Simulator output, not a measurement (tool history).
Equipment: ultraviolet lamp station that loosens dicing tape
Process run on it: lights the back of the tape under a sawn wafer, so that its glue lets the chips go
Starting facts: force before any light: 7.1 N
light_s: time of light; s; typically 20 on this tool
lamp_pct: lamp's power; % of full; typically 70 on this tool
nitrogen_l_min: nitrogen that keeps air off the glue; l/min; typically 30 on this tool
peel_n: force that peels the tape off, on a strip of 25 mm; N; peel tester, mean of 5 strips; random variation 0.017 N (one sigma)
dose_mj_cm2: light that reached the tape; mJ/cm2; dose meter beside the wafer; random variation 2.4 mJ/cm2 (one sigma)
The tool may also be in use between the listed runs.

run	hour	light_s	lamp_pct	nitrogen_l_min	peel_n	dose_mj_cm2
1	0.0	20	70	30	0.949	251
2	44.7	20	70	30	1.007	247
3	78.2	20	70	30	1.019	235
4	114.2	20	70	30	1.136	233
5	140.3	20	70	18	1.599	234
6	186.3	20	70	18	1.583	221
7	228.9	20	70	18	1.665	210
8	255.3	20	70	18	1.669	208
# hour 260.3: window cleaned of glue's vapour
9	288.6	20	70	30	1.434	195
10	316.3	20	70	30	1.533	195
11	345.5	20	70	30	1.586	191
12	393.1	20	70	30	1.699	182
13	445.0	36	70	30	0.604	313
14	471.7	36	70	30	0.630	309
# hour 509.6: window cleaned of glue's vapour, once more
15	512.7	20	70	30	1.372	209
16	548.4	20	70	30	1.417	202
17	584.7	20	70	30	1.502	191
18	639.4	20	70	30	1.595	186
19	688.9	20	70	30	1.677	177
20	730.3	20	70	30	1.772	174
21	778.9	20	70	30	1.839	168
# hour 820.8: lamp changed
22	838.0	20	70	30	1.034	240
# hour 858.5: window cleaned of glue's vapour
23	865.8	14	81	50	0.987	213
24	895.3	14	81	50	1.011	211
25	931.2	14	81	50	1.078	204
26	980.4	35	87	50	0.138	532
27	1024.1	35	87	50	0.141	516
28	1060.7	35	70	16	0.596	405
29	1110.5	20	77	9	1.991	244
30	1158.2	12	64	30	2.683	115
# hour 1206.1: window cleaned of glue's vapour
31	1216.7	15	92	25	1.362	223
32	1259.0	13	70	45	1.920	144
33	1310.3	20	83	10	1.826	248
34	1345.1	19	94	27	0.984	268
35	1370.7	20	83	30	1.079	241
36	1398.7	10	66	22	3.523	93
37	1433.2	13	73	12	3.492	129
38	1457.5	19	70	22	1.908	182
39	1496.5	19	70	56	1.320	180
40	1521.9	38	85	30	0.324	415
41	1547.9	18	81	12	2.542	183
# hour 1554.1: window cleaned of glue's vapour
42	1591.4	18	97	30	1.085	231
43	1628.8	20	83	31	1.227	213

Each row is a separate what-if for the run after 43, all from the same tool condition, not one after another. Results?
A	1653.4	20	69	17	?	?
B	1653.4	20	84	52	?	?
C	1653.4	20	86	30	?	?

run	peel_n	dose_mj_cm2
A	2.275	173
B	0.965	209
C	1.267	216
Without the tool's unlogged condition, the same runs would have read:
run	peel_n	dose_mj_cm2
A	1.238	269
B	0.367	326
C	0.527	335

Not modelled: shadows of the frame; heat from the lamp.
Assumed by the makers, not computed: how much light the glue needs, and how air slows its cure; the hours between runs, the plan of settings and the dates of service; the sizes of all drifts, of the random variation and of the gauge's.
